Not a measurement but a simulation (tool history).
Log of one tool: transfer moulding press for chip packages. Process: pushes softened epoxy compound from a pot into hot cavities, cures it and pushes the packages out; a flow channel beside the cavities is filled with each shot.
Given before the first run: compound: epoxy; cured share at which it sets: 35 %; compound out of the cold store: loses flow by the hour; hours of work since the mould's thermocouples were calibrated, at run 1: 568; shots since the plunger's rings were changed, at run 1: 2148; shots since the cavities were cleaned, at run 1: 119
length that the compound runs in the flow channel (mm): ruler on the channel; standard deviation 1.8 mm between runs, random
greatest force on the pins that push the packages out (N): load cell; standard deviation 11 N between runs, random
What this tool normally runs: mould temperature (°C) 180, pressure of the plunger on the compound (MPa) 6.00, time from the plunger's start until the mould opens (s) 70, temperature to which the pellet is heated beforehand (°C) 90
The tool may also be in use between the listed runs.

| run | day | mould temperature (°C) | pressure of the plunger on the compound (MPa) | time from the plunger's start until the mould opens (s) | temperature to which the pellet is heated beforehand (°C) | hours of work since the mould's thermocouples were calibrated | shots since the plunger's rings were changed | shots since the cavities were cleaned | incoming compound's hours out of the cold store | length that the compound runs in the flow channel (mm) | greatest force on the pins that push the packages out (N) |
|---|---|---|---|---|---|---|---|---|---|---|---|
| 1 | 0.000 | 180 | 6.00 | 70 | 90 | 568 | 2148 | 119 | 12.9 | 674 | 620 |
|  | 1.179 | cavities cleaned with cleaning compound and waxed |
| 2 | 1.179 | 180 | 6.05 | 70 | 90 | 582 | 2507 | 0 | 33.3 | 612 | 498 |
| 3 | 2.175 | 180 | 6.05 | 70 | 90 | 594 | 2827 | 320 | 33.0 | 613 | 759 |
|  | 2.679 | cavities cleaned with cleaning compound and waxed |
|  | 4.200 | cavities cleaned with cleaning compound and waxed |
| 4 | 4.358 | 180 | 6.05 | 70 | 90 | 619 | 3489 | 50 | 14.6 | 663 | 575 |
|  | 5.612 | cavities cleaned with cleaning compound and waxed |
| 5 | 6.483 | 180 | 6.05 | 70 | 90 | 645 | 4153 | 281 | 35.3 | 599 | 735 |
|  | 7.017 | cavities cleaned with cleaning compound and waxed |
|  | 7.446 | plunger's sealing rings changed |
| 6 | 8.171 | 180 | 6.05 | 70 | 90 | 663 | 233 | 337 | 14.2 | 680 | 817 |
|  | 8.588 | cavities cleaned with cleaning compound and waxed |
|  | 9.979 | cavities cleaned with cleaning compound and waxed |
| 7 | 10.229 | 180 | 6.05 | 70 | 90 | 687 | 855 | 80 | 21.1 | 653 | 601 |
|  | 11.492 | cavities cleaned with cleaning compound and waxed |
| 8 | 12.208 | 180 | 6.05 | 88 | 90 | 711 | 1471 | 230 | 9.6 | 691 | 640 |
|  | 12.912 | cavities cleaned with cleaning compound and waxed |
|  | 14.438 | cavities cleaned with cleaning compound and waxed |
| 9 | 14.554 | 181 | 6.00 | 70 | 90 | 738 | 2186 | 39 | 31.6 | 610 | 509 |
|  | 15.908 | cavities cleaned with cleaning compound and waxed |
| 10 | 16.821 | 180 | 6.00 | 92 | 90 | 765 | 2895 | 294 | 27.0 | 622 | 682 |
|  | 17.000 | mould's thermocouples calibrated |
|  | 17.412 | cavities cleaned with cleaning compound and waxed |
| 11 | 18.692 | 180 | 6.00 | 92 | 90 | 20 | 3449 | 412 | 18.9 | 647 | 715 |
|  | 18.925 | cavities cleaned with cleaning compound and waxed |
|  | 20.362 | cavities cleaned with cleaning compound and waxed |
| 12 | 20.667 | 180 | 6.00 | 92 | 83 | 43 | 4044 | 98 | 24.6 | 624 | 544 |
|  | 21.892 | plunger's sealing rings changed |
|  | 21.954 | cavities cleaned with cleaning compound and waxed |
| 13 | 23.008 | 180 | 6.00 | 92 | 83 | 70 | 339 | 339 | 46.6 | 585 | 669 |
|  | 23.458 | cavities cleaned with cleaning compound and waxed |
| 14 | 24.517 | 180 | 6.85 | 80 | 83 | 87 | 804 | 340 | 29.5 | 673 | 711 |
|  | 24.904 | cavities cleaned with cleaning compound and waxed |
|  | 26.304 | cavities cleaned with cleaning compound and waxed |
| 15 | 26.304 | 180 | 5.62 | 62 | 97 | 108 | 1338 | 0 | 22.3 | 624 | 598 |
|  | 27.271 | mould's thermocouples calibrated, once more |
|  | 27.871 | cavities cleaned with cleaning compound and waxed |
| 16 | 28.525 | 180 | 6.88 | 70 | 90 | 15 | 2006 | 210 | 21.4 | 701 | 737 |
|  | 29.304 | cavities cleaned with cleaning compound and waxed |
|  | 30.762 | cavities cleaned with cleaning compound and waxed |
| 17 | 30.858 | 187 | 6.40 | 99 | 94 | 42 | 2716 | 31 | 8.1 | 690 | 462 |
|  | 32.204 | cavities cleaned with cleaning compound and waxed |
| 18 | 33.092 | 187 | 6.40 | 99 | 94 | 69 | 3414 | 285 | 10.6 | 675 | 666 |
|  | 33.638 | cavities cleaned with cleaning compound and waxed |
| 19 | 34.162 | 187 | 6.40 | 99 | 94 | 81 | 3739 | 170 | 39.3 | 590 | 575 |
|  | 35.150 | cavities cleaned with cleaning compound and waxed |
| 20 | 35.238 | 180 | 5.28 | 70 | 96 | 93 | 4064 | 28 | 15.2 | 618 | 593 |
|  | 36.458 | plunger's sealing rings changed |
|  | 36.688 | cavities cleaned with cleaning compound and waxed |
| 21 | 37.225 | 180 | 5.28 | 70 | 96 | 116 | 227 | 174 | 29.4 | 594 | 707 |
|  | 38.096 | cavities cleaned with cleaning compound and waxed |
| 22 | 38.658 | 178 | 6.00 | 97 | 90 | 133 | 666 | 180 | 12.9 | 691 | 577 |
|  | 39.650 | cavities cleaned with cleaning compound and waxed |
| 23 | 39.958 | 188 | 5.64 | 99 | 87 | 148 | 1065 | 99 | 21.9 | 611 | 561 |
|  | 41.079 | cavities cleaned with cleaning compound and waxed |
| 24 | 41.750 | 180 | 6.36 | 70 | 90 | 169 | 1621 | 216 | 25.3 | 660 | 722 |
|  | 42.475 | cavities cleaned with cleaning compound and waxed |
| 25 | 43.642 | 187 | 5.01 | 70 | 90 | 192 | 2209 | 375 | 20.6 | 578 | 748 |
|  | 43.921 | cavities cleaned with cleaning compound and waxed |
| 26 | 45.112 | 180 | 5.08 | 70 | 90 | 209 | 2663 | 384 | 35.2 | 556 | 879 |

Branching from run 26: 3 alternative next runs. What would each branch give?
|  | 45.412 | cavities cleaned with cleaning compound and waxed |
| A | 46.208 | 180 | 6.03 | 56 | 90 | 222 | 2995 | 256 | 37.4 | ? | ? |
|  | 45.412 | cavities cleaned with cleaning compound and waxed |
| B | 46.208 | 178 | 7.24 | 70 | 86 | 222 | 2995 | 256 | 45.2 | ? | ? |
|  | 45.412 | cavities cleaned with cleaning compound and waxed |
| C | 46.208 | 180 | 5.08 | 62 | 90 | 222 | 2995 | 256 | 40.3 | ? | ? |

| run | length that the compound runs in the flow channel (mm) | greatest force on the pins that push the packages out (N) |
|---|---|---|
| A | 601 | 1193 |
| B | 643 | 833 |
| C | 545 | 927 |
With the hidden condition removed and each run's random variation left untouched, the same runs would have given:
| run | length that the compound runs in the flow channel (mm) | greatest force on the pins that push the packages out (N) |
|---|---|---|
| A | 616 | 829 |
| B | 659 | 575 |
| C | 558 | 642 |
